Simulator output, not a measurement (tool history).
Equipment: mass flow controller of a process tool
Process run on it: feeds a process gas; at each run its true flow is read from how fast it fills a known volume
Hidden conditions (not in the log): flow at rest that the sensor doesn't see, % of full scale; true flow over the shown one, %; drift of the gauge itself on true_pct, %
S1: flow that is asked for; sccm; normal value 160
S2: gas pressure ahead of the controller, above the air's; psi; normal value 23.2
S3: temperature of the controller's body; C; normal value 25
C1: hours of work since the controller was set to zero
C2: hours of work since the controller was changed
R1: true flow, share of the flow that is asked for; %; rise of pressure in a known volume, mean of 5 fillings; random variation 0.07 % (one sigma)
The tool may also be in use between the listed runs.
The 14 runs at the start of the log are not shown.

At hour 740.0: controller's zero set anew.
Run 15, hour 806.4: usual settings but S2 39.2 psi; C1 29; C2 859. Result: R1 99.10 %.
Run 16, hour 854.5: usual settings but S2 39.2 psi; C1 49; C2 880. Result: R1 99.27 %.
Run 17, hour 896.9: usual settings but S1 168 sccm; C1 68; C2 898. Result: R1 98.37 %.
At hour 944.9: controller's zero set anew, once more.
Run 18, hour 972.8: usual settings but S1 168 sccm; C1 12; C2 931. Result: R1 98.61 %.
Run 19, hour 1020.6: usual settings but S3 21 C; C1 33; C2 951. Result: R1 98.85 %.
Run 20, hour 1084.9: usual settings but S1 53 sccm, S2 22.2 psi, S3 39 C; C1 60; C2 979. Result: R1 95.58 %.
Run 21, hour 1123.4: usual settings but S1 126 sccm, S2 27.4 psi, S3 27 C; C1 77; C2 996. Result: R1 97.96 %.
Run 22, hour 1181.1: usual settings but S1 134 sccm, S2 29.6 psi, S3 32 C; C1 102; C2 1021. Result: R1 97.78 %.
Run 23, hour 1257.7: usual settings but S1 144 sccm, S2 35.5 psi, S3 38 C; C1 135; C2 1054. Result: R1 97.67 %.
Run 24, hour 1296.5: usual settings but S1 43 sccm, S2 28.3 psi, S3 26 C; C1 152; C2 1071. Result: R1 96.95 %.
Run 25, hour 1365.2: usual settings but S1 110 sccm, S2 28.3 psi, S3 34 C; C1 182; C2 1100. Result: R1 97.04 %.
Run 26, hour 1448.7: usual settings but S1 110 sccm, S2 28.3 psi, S3 34 C; C1 218; C2 1136. Result: R1 97.01 %.
Run 27, hour 1522.6: usual settings but S1 110 sccm, S2 28.3 psi, S3 34 C; C1 250; C2 1168. Result: R1 97.07 %.
Run 28, hour 1570.0: usual settings but S1 84 sccm, S3 33 C; C1 270; C2 1189. Result: R1 96.62 %.
Run 29, hour 1629.8: usual settings but S1 84 sccm, S2 31.8 psi, S3 28 C; C1 296; C2 1215. Result: R1 97.29 %.
Run 30, hour 1668.3: usual settings but S1 28 sccm, S2 28.3 psi, S3 37 C; C1 313; C2 1231. Result: R1 95.26 %.
Run 31, hour 1724.4: usual settings but S1 28 sccm, S2 28.3 psi, S3 37 C; C1 337; C2 1256. Result: R1 95.30 %.
Run 32, hour 1790.3: usual settings but S1 34 sccm, S2 25.1 psi, S3 32 C; C1 365; C2 1284. Result: R1 95.69 %.
Run 33, hour 1839.0: usual settings but S1 61 sccm, S2 30.9 psi, S3 24 C; C1 386; C2 1305. Result: R1 97.22 %.
Run 34, hour 1892.2: usual settings but S1 26 sccm, S2 30.9 psi, S3 38 C; C1 409; C2 1328. Result: R1 95.34 %.
Run 35, hour 1957.4: usual settings but S1 26 sccm, S2 30.9 psi, S3 38 C; C1 437; C2 1356. Result: R1 94.99 %.

Below are 5 alternative next runs, each starting from the tool's condition after run 35. Predict each:
Run A, hour 1992.5: usual settings but S3 21 C; C1 453; C2 1371. Result: R1 ?.
Run B, hour 1992.5: usual settings but S1 47 sccm; C1 453; C2 1371. Result: R1 ?.
Run C, hour 1992.5: usual settings but S1 26 sccm, S2 29.9 psi, S3 22 C; C1 453; C2 1371. Result: R1 ?.
Run D, hour 1992.5: usual settings but S1 55 sccm, S2 31.8 psi, S3 21 C; C1 453; C2 1371. Result: R1 ?.
Run E, hour 1992.5: usual settings but S3 32 C; C1 453; C2 1371. Result: R1 ?.

run     R1
  A  98.35
  B  96.48
  C  96.43
  D  97.31
  E  97.50
Take away the tool's hidden state, keep each run's random variation, and the runs would have read:
run     R1
  A  99.38
  B  97.73
  C  97.94
  D  98.52
  E  98.54
